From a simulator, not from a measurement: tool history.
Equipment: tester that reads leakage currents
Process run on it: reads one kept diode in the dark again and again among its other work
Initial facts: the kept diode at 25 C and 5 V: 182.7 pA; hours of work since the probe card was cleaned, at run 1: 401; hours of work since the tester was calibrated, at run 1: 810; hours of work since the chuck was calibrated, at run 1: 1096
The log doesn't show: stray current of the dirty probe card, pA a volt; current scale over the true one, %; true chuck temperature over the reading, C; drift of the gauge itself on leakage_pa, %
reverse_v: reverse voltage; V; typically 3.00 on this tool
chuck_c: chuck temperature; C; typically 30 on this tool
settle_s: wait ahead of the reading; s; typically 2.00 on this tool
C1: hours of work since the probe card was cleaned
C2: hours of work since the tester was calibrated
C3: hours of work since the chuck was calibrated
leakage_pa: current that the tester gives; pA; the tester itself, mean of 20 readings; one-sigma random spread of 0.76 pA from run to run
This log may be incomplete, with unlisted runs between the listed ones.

Run 1, hour 0.0: usual settings; C1 401; C2 810; C3 1096. Result: leakage_pa 271.74 pA.
Run 2, hour 34.6: usual settings; C1 426; C2 834; C3 1121. Result: leakage_pa 273.48 pA.
Run 3, hour 71.2: usual settings but reverse_v 13.58 V; C1 452; C2 860; C3 1147. Result: leakage_pa 438.59 pA.
Run 4, hour 99.1: usual settings but reverse_v 13.58 V; C1 472; C2 880; C3 1167. Result: leakage_pa 436.09 pA.
Run 5, hour 134.0: usual settings but chuck_c 47 C; C1 496; C2 905; C3 1191. Result: leakage_pa 1210.59 pA.
Run 6, hour 165.6: usual settings; C1 519; C2 928; C3 1214. Result: leakage_pa 274.91 pA.
Run 7, hour 212.4: usual settings; C1 552; C2 961; C3 1247. Result: leakage_pa 276.58 pA.
Run 8, hour 252.7: usual settings; C1 581; C2 989; C3 1276. Result: leakage_pa 275.54 pA.
Run 9, hour 294.6: usual settings but settle_s 0.75 s; C1 610; C2 1019; C3 1305. Result: leakage_pa 278.17 pA.
Run 10, hour 335.0: usual settings but chuck_c 35 C, settle_s 0.75 s; C1 639; C2 1048; C3 1334. Result: leakage_pa 437.66 pA.
Run 11, hour 369.9: usual settings; C1 664; C2 1073; C3 1359. Result: leakage_pa 278.19 pA.
Run 12, hour 409.8: usual settings but settle_s 0.40 s; C1 692; C2 1101; C3 1387. Result: leakage_pa 278.55 pA.
Run 13, hour 445.9: usual settings but reverse_v 5.08 V, settle_s 0.40 s; C1 718; C2 1127; C3 1413. Result: leakage_pa 329.81 pA.
Run 14, hour 473.5: usual settings but reverse_v 5.08 V, settle_s 0.40 s; C1 738; C2 1146; C3 1433. Result: leakage_pa 330.50 pA.
Run 15, hour 507.2: usual settings but reverse_v 5.08 V, settle_s 0.40 s; C1 762; C2 1170; C3 1457. Result: leakage_pa 331.38 pA.
Run 16, hour 535.5: usual settings but reverse_v 5.08 V, settle_s 0.40 s; C1 782; C2 1190; C3 1477. Result: leakage_pa 331.22 pA.
Run 17, hour 587.7: usual settings but reverse_v 5.08 V, settle_s 0.40 s; C1 819; C2 1227; C3 1514. Result: leakage_pa 332.67 pA.
Run 18, hour 632.0: usual settings but reverse_v 5.08 V, settle_s 0.40 s; C1 850; C2 1259; C3 1545. Result: leakage_pa 331.49 pA.
Run 19, hour 669.3: usual settings but reverse_v 3.72 V, settle_s 0.40 s; C1 877; C2 1285; C3 1572. Result: leakage_pa 304.16 pA.
Run 20, hour 704.4: usual settings but reverse_v 12.14 V, chuck_c 33 C, settle_s 3.56 s; C1 902; C2 1310; C3 1597. Result: leakage_pa 574.69 pA.
Run 21, hour 737.7: usual settings but reverse_v 1.04 V, settle_s 5.03 s; C1 925; C2 1334; C3 1620. Result: leakage_pa 205.98 pA.
Run 22, hour 776.7: usual settings but settle_s 0.47 s; C1 953; C2 1362; C3 1648. Result: leakage_pa 284.98 pA.
Run 23, hour 807.4: usual settings but settle_s 0.47 s; C1 975; C2 1384; C3 1670. Result: leakage_pa 284.26 pA.
Run 24, hour 855.5: usual settings but reverse_v 2.89 V, chuck_c 53 C, settle_s 6.58 s; C1 1009; C2 1418; C3 1704. Result: leakage_pa 2026.24 pA.
Run 25, hour 894.5: usual settings but reverse_v 1.23 V, settle_s 1.60 s; C1 1037; C2 1445; C3 1732. Result: leakage_pa 218.45 pA.
Run 26, hour 945.2: usual settings but reverse_v 1.23 V, settle_s 1.60 s; C1 1073; C2 1481; C3 1768. Result: leakage_pa 218.51 pA.
Run 27, hour 971.3: usual settings but reverse_v 1.23 V, settle_s 1.60 s; C1 1091; C2 1500; C3 1786. Result: leakage_pa 219.17 pA.
Run 28, hour 1008.0: usual settings but reverse_v 1.23 V, settle_s 1.60 s; C1 1117; C2 1526; C3 1812. Result: leakage_pa 218.65 pA.
Run 29, hour 1069.5: usual settings but reverse_v 3.17 V, chuck_c 27 C, settle_s 4.22 s; C1 1161; C2 1570; C3 1856. Result: leakage_pa 222.92 pA.
Run 30, hour 1125.8: usual settings but chuck_c 51 C, settle_s 5.23 s; C1 1201; C2 1610; C3 1896. Result: leakage_pa 1757.88 pA.
At hour 1142.8: chuck's temperature calibrated.
Run 31, hour 1187.6: usual settings but reverse_v 11.88 V, settle_s 0.39 s; C1 1244; C2 1652; C3 32. Result: leakage_pa 402.13 pA.
Run 32, hour 1241.9: usual settings but reverse_v 2.06 V, chuck_c 59 C, settle_s 1.87 s; C1 1282; C2 1691; C3 70. Result: leakage_pa 2683.92 pA.
Run 33, hour 1295.4: usual settings but reverse_v 2.06 V, chuck_c 59 C, settle_s 1.87 s; C1 1320; C2 1729; C3 108. Result: leakage_pa 2704.99 pA.
Run 34, hour 1339.1: usual settings but reverse_v 2.06 V, chuck_c 59 C, settle_s 1.87 s; C1 1351; C2 1760; C3 139. Result: leakage_pa 2708.32 pA.
Run 35, hour 1395.8: usual settings but reverse_v 2.06 V, chuck_c 23 C, settle_s 0.93 s; C1 1392; C2 1800; C3 180. Result: leakage_pa 120.78 pA.
Run 36, hour 1433.3: usual settings but reverse_v 14.17 V, chuck_c 29 C, settle_s 0.71 s; C1 1418; C2 1827; C3 206. Result: leakage_pa 396.84 pA.
Run 37, hour 1473.5: usual settings but reverse_v 14.17 V, chuck_c 29 C, settle_s 0.71 s; C1 1447; C2 1855; C3 235. Result: leakage_pa 397.23 pA.

Here are 4 independent what-if runs from the current tool condition. What would each one return?
Run A, hour 1500.0: usual settings but reverse_v 14.17 V, chuck_c 37 C, settle_s 0.71 s; C1 1466; C2 1874; C3 254. Result: leakage_pa ?.
Run B, hour 1500.0: usual settings but chuck_c 28 C, settle_s 2.66 s; C1 1466; C2 1874; C3 254. Result: leakage_pa ?.
Run C, hour 1500.0: usual settings but reverse_v 4.35 V, chuck_c 29 C, settle_s 8.18 s; C1 1466; C2 1874; C3 254. Result: leakage_pa ?.
Run D, hour 1500.0: usual settings but reverse_v 1.34 V, chuck_c 29 C, settle_s 0.71 s; C1 1466; C2 1874; C3 254. Result: leakage_pa ?.

run  leakage_pa
  A      804.97
  B      218.68
  C      270.29
  D      187.11
With no hidden state in the tool, these same runs would have given:
run  leakage_pa
  A      762.35
  B      208.02
  C      256.28
  D      179.67

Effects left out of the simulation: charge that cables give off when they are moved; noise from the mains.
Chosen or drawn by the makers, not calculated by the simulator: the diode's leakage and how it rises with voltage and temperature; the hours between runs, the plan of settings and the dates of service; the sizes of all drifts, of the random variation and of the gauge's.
